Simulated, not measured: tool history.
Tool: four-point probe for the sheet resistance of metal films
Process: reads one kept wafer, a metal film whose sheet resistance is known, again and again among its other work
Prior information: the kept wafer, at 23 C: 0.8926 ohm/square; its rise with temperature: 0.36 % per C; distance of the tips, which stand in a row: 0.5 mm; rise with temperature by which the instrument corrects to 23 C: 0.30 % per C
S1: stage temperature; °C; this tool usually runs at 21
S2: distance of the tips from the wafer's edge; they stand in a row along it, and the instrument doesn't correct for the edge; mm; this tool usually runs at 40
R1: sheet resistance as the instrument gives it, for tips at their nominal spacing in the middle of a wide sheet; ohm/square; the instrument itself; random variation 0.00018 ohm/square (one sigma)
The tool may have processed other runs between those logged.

run	hour	S1	S2	R1
1	0.0	21	40	0.891708
2	9.4	21	40	0.891631
3	17.8	21	40	0.891672
4	32.2	21	40	0.891666
5	49.6	21	40	0.891474
6	60.0	21	40	0.891704
7	77.9	21	40	0.891668
8	93.1	21	40	0.891675
9	106.6	24	4	0.900626
10	114.4	24	4	0.900754
11	129.4	27	12	0.895551
12	138.9	31	9	0.898469
13	152.7	31	9	0.898363
14	169.8	29	20	0.895855
15	186.3	29	7	0.898421
16	202.0	19	14	0.890908

What if the next run were any one of these 4? Each begins from the tool's condition after run 16:
A	211.0	21	74	?
B	211.0	19	6	?
C	211.0	34	16	?
D	211.0	21	6	?

run	R1
A	0.891680
B	0.893789
C	0.898948
D	0.894832
What these runs would have given with no unlogged condition in the tool:
run	R1
A	0.891658
B	0.893766
C	0.898926
D	0.894810
